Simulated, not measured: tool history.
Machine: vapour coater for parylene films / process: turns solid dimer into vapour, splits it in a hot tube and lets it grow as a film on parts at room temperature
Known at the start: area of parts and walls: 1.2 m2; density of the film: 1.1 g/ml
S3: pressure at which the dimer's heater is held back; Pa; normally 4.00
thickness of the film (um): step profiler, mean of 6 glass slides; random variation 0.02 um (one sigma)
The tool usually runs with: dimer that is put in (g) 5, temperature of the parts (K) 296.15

run 1 hour=0.0 | dimer_that_is_put_in_(g)=5 temperature_of_the_parts_(K)=296.15 S3=4.00 | thickness_of_the_film_(um)=2.82
run 2 hour=21.8 | dimer_that_is_put_in_(g)=5 temperature_of_the_parts_(K)=296.15 S3=4.00 | thickness_of_the_film_(um)=2.85
run 3 hour=44.5 | dimer_that_is_put_in_(g)=5 temperature_of_the_parts_(K)=297.15 S3=4.00 | thickness_of_the_film_(um)=2.80
run 4 hour=59.1 | dimer_that_is_put_in_(g)=5 temperature_of_the_parts_(K)=296.15 S3=4.00 | thickness_of_the_film_(um)=2.85
run 5 hour=69.7 | dimer_that_is_put_in_(g)=5 temperature_of_the_parts_(K)=303.15 S3=4.00 | thickness_of_the_film_(um)=2.40
run 6 hour=80.9 | dimer_that_is_put_in_(g)=5 temperature_of_the_parts_(K)=303.15 S3=4.00 | thickness_of_the_film_(um)=2.40
run 7 hour=99.4 | dimer_that_is_put_in_(g)=5 temperature_of_the_parts_(K)=303.15 S3=4.00 | thickness_of_the_film_(um)=2.40
run 8 hour=118.9 | dimer_that_is_put_in_(g)=5 temperature_of_the_parts_(K)=303.15 S3=4.00 | thickness_of_the_film_(um)=2.43
run 9 hour=135.8 | dimer_that_is_put_in_(g)=5 temperature_of_the_parts_(K)=296.15 S3=4.00 | thickness_of_the_film_(um)=2.89
run 10 hour=157.8 | dimer_that_is_put_in_(g)=5 temperature_of_the_parts_(K)=296.15 S3=4.00 | thickness_of_the_film_(um)=2.84
run 11 hour=179.9 | dimer_that_is_put_in_(g)=5 temperature_of_the_parts_(K)=300.15 S3=4.00 | thickness_of_the_film_(um)=2.56
run 12 hour=191.9 | dimer_that_is_put_in_(g)=5 temperature_of_the_parts_(K)=296.15 S3=4.00 | thickness_of_the_film_(um)=2.88
run 13 hour=213.0 | dimer_that_is_put_in_(g)=5 temperature_of_the_parts_(K)=296.15 S3=2.43 | thickness_of_the_film_(um)=3.02
run 14 hour=233.9 | dimer_that_is_put_in_(g)=5 temperature_of_the_parts_(K)=296.15 S3=2.43 | thickness_of_the_film_(um)=3.00
run 15 hour=254.4 | dimer_that_is_put_in_(g)=5 temperature_of_the_parts_(K)=296.15 S3=4.00 | thickness_of_the_film_(um)=2.86
run 16 hour=276.5 | dimer_that_is_put_in_(g)=5 temperature_of_the_parts_(K)=296.15 S3=4.00 | thickness_of_the_film_(um)=2.87
run 17 hour=294.1 | dimer_that_is_put_in_(g)=3 temperature_of_the_parts_(K)=289.15 S3=4.00 | thickness_of_the_film_(um)=2.04
run 18 hour=307.4 | dimer_that_is_put_in_(g)=3 temperature_of_the_parts_(K)=289.15 S3=4.00 | thickness_of_the_film_(um)=2.01
run 19 hour=319.2 | dimer_that_is_put_in_(g)=3 temperature_of_the_parts_(K)=289.15 S3=4.00 | thickness_of_the_film_(um)=2.02
run 20 hour=330.5 | dimer_that_is_put_in_(g)=3 temperature_of_the_parts_(K)=300.15 S3=3.58 | thickness_of_the_film_(um)=1.61
run 21 hour=348.3 | dimer_that_is_put_in_(g)=3 temperature_of_the_parts_(K)=300.15 S3=3.58 | thickness_of_the_film_(um)=1.56
-- hour=363.2 trap's valve overhauled
run 22 hour=364.5 | dimer_that_is_put_in_(g)=5 temperature_of_the_parts_(K)=292.15 S3=2.73 | thickness_of_the_film_(um)=3.28
run 23 hour=381.9 | dimer_that_is_put_in_(g)=4 temperature_of_the_parts_(K)=303.15 S3=4.39 | thickness_of_the_film_(um)=1.94
run 24 hour=404.8 | dimer_that_is_put_in_(g)=5 temperature_of_the_parts_(K)=290.15 S3=8.49 | thickness_of_the_film_(um)=3.01
run 25 hour=421.6 | dimer_that_is_put_in_(g)=5 temperature_of_the_parts_(K)=289.15 S3=3.56 | thickness_of_the_film_(um)=3.44
run 26 hour=436.6 | dimer_that_is_put_in_(g)=6 temperature_of_the_parts_(K)=291.15 S3=6.05 | thickness_of_the_film_(um)=3.72
run 27 hour=451.7 | dimer_that_is_put_in_(g)=6 temperature_of_the_parts_(K)=307.15 S3=2.16 | thickness_of_the_film_(um)=2.86
run 28 hour=470.1 | dimer_that_is_put_in_(g)=9 temperature_of_the_parts_(K)=306.15 S3=3.40 | thickness_of_the_film_(um)=4.15
run 29 hour=484.1 | dimer_that_is_put_in_(g)=5 temperature_of_the_parts_(K)=296.15 S3=2.02 | thickness_of_the_film_(um)=3.10
run 30 hour=497.5 | dimer_that_is_put_in_(g)=6 temperature_of_the_parts_(K)=296.15 S3=2.37 | thickness_of_the_film_(um)=3.64

Predict each of these 4 candidate next runs independently; none follows another, all start after run 30:
run A hour=512.1 | dimer_that_is_put_in_(g)=3 temperature_of_the_parts_(K)=301.15 S3=4.00 | thickness_of_the_film_(um)=?
run B hour=512.1 | dimer_that_is_put_in_(g)=8 temperature_of_the_parts_(K)=296.15 S3=4.00 | thickness_of_the_film_(um)=?
run C hour=512.1 | dimer_that_is_put_in_(g)=5 temperature_of_the_parts_(K)=298.15 S3=2.25 | thickness_of_the_film_(um)=?
run D hour=512.1 | dimer_that_is_put_in_(g)=7 temperature_of_the_parts_(K)=294.15 S3=4.92 | thickness_of_the_film_(um)=?

run=A thickness_of_the_film_(um)=1.53
run=B thickness_of_the_film_(um)=4.58
run=C thickness_of_the_film_(um)=2.89
run=D thickness_of_the_film_(um)=4.10
Had the tool no hidden state, the same runs would have come out as:
run=A thickness_of_the_film_(um)=1.53
run=B thickness_of_the_film_(um)=4.58
run=C thickness_of_the_film_(um)=2.89
run=D thickness_of_the_film_(um)=4.10

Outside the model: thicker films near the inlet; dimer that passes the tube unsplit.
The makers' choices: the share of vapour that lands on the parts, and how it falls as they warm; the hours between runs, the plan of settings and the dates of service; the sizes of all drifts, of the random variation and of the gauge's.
